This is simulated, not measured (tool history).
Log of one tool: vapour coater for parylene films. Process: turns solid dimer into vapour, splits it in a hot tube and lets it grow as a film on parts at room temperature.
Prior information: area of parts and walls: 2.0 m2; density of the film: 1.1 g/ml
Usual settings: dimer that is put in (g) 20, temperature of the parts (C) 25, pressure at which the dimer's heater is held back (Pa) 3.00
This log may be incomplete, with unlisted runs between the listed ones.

| run | hour | dimer that is put in (g) | temperature of the parts (C) | pressure at which the dimer's heater is held back (Pa) | thickness of the film (µm) |
|---|---|---|---|---|---|
| 1 | 0.0 | 20 | 25 | 3.00 | 8.01 |
| 2 | 17.4 | 11 | 25 | 3.00 | 4.41 |
| 3 | 31.0 | 11 | 25 | 3.00 | 4.41 |
| 4 | 46.3 | 20 | 25 | 3.00 | 7.90 |
| 5 | 61.2 | 20 | 25 | 3.00 | 7.89 |
| 6 | 77.3 | 20 | 25 | 3.00 | 7.81 |
| 7 | 95.2 | 20 | 25 | 3.00 | 7.84 |
| 8 | 106.0 | 20 | 25 | 3.50 | 7.57 |
| 9 | 126.4 | 9 | 21 | 7.72 | 3.27 |
| 10 | 137.5 | 10 | 30 | 6.30 | 2.59 |
| 11 | 158.7 | 20 | 25 | 8.15 | 5.99 |
| 12 | 170.9 | 20 | 25 | 2.99 | 7.53 |
| 13 | 189.1 | 20 | 25 | 2.99 | 7.53 |
| 14 | 207.6 | 20 | 25 | 2.99 | 7.44 |
| 15 | 225.9 | 20 | 25 | 2.99 | 7.40 |

Pick out some run-to-run changes in thickness of the film (µm). Of each, how much would a tool without hidden state show as well, from the settings, what came in and chance, and how much is left for the hidden state and any gauge scatter not in both results compared?
Unlogged tool condition in this case: vapour lost through the trap's worn valve, %; true temperature of the parts over the reading, C; drift of the gauge itself on film_um, %.
Run 8 -> 9: dimer that is put in (g) 20 -> 9, temperature of the parts (C) 25 -> 21, pressure at which the dimer's heater is held back (Pa) 3.50 -> 7.72. thickness of the film (µm) -4.30: hidden state +0.14, all else -4.44.
Run 10 -> 11: dimer that is put in (g) 10 -> 20, temperature of the parts (C) 30 -> 25, pressure at which the dimer's heater is held back (Pa) 6.30 -> 8.15. thickness of the film (µm) +3.40: hidden state -0.20, all else +3.60.

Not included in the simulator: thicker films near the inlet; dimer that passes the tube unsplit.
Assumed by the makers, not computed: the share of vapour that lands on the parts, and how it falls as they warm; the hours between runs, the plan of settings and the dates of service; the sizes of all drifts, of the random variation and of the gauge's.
